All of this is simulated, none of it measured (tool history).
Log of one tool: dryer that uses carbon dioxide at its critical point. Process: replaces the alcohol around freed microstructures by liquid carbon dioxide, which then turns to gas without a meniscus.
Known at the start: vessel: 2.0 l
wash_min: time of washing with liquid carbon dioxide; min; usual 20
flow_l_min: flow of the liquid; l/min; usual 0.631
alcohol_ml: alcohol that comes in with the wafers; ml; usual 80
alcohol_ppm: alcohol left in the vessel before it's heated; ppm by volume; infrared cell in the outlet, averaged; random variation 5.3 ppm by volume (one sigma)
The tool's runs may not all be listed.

Run 1, hour 0: usual settings. Result: alcohol_ppm 409 ppm by volume.
Run 2, hour 18.2: usual settings. Result: alcohol_ppm 422 ppm by volume.
Run 3, hour 45.4: usual settings. Result: alcohol_ppm 445 ppm by volume.
Run 4, hour 79.7: usual settings but alcohol_ml 38 ml. Result: alcohol_ppm 356 ppm by volume.
Run 5, hour 101.8: usual settings but alcohol_ml 38 ml. Result: alcohol_ppm 376 ppm by volume.
Run 6, hour 130.8: usual settings but alcohol_ml 38 ml. Result: alcohol_ppm 371 ppm by volume.
At hour 147.7: purifier's bed changed.
Run 7, hour 164.4: usual settings but alcohol_ml 38 ml. Result: alcohol_ppm 108 ppm by volume.
Run 8, hour 201.2: usual settings but wash_min 14 min, flow_l_min 0.931 l/min, alcohol_ml 34 ml. Result: alcohol_ppm 98 ppm by volume.
Run 9, hour 240.4: usual settings but wash_min 18 min, flow_l_min 0.936 l/min. Result: alcohol_ppm 68 ppm by volume.
Run 10, hour 273.7: usual settings but wash_min 25 min. Result: alcohol_ppm 98 ppm by volume.
At hour 289.1: inlet filter changed.
Run 11, hour 305.7: usual settings but wash_min 16 min, flow_l_min 0.995 l/min, alcohol_ml 87 ml. Result: alcohol_ppm 81 ppm by volume.
Run 12, hour 344: usual settings but wash_min 17 min. Result: alcohol_ppm 389 ppm by volume.
Run 13, hour 368: usual settings but wash_min 22 min, flow_l_min 0.795 l/min, alcohol_ml 117 ml. Result: alcohol_ppm 96 ppm by volume.
Run 14, hour 407.4: usual settings but wash_min 22 min, flow_l_min 0.795 l/min, alcohol_ml 117 ml. Result: alcohol_ppm 105 ppm by volume.

3 ways to go on from here, each from the tool as it stands after run 14. What would each give?
Run A, hour 432.8: usual settings but wash_min 22 min, flow_l_min 0.692 l/min, alcohol_ml 28 ml. Result: alcohol_ppm ?.
Run B, hour 432.8: usual settings but flow_l_min 0.426 l/min, alcohol_ml 99 ml. Result: alcohol_ppm ?.
Run C, hour 432.8: usual settings but wash_min 13 min, flow_l_min 0.412 l/min, alcohol_ml 102 ml. Result: alcohol_ppm ?.

run  alcohol_ppm
  A          119
  B         1312
  C         4874
Without the tool's hidden state the same runs would have given:
run  alcohol_ppm
  A           21
  B         1083
  C         4445
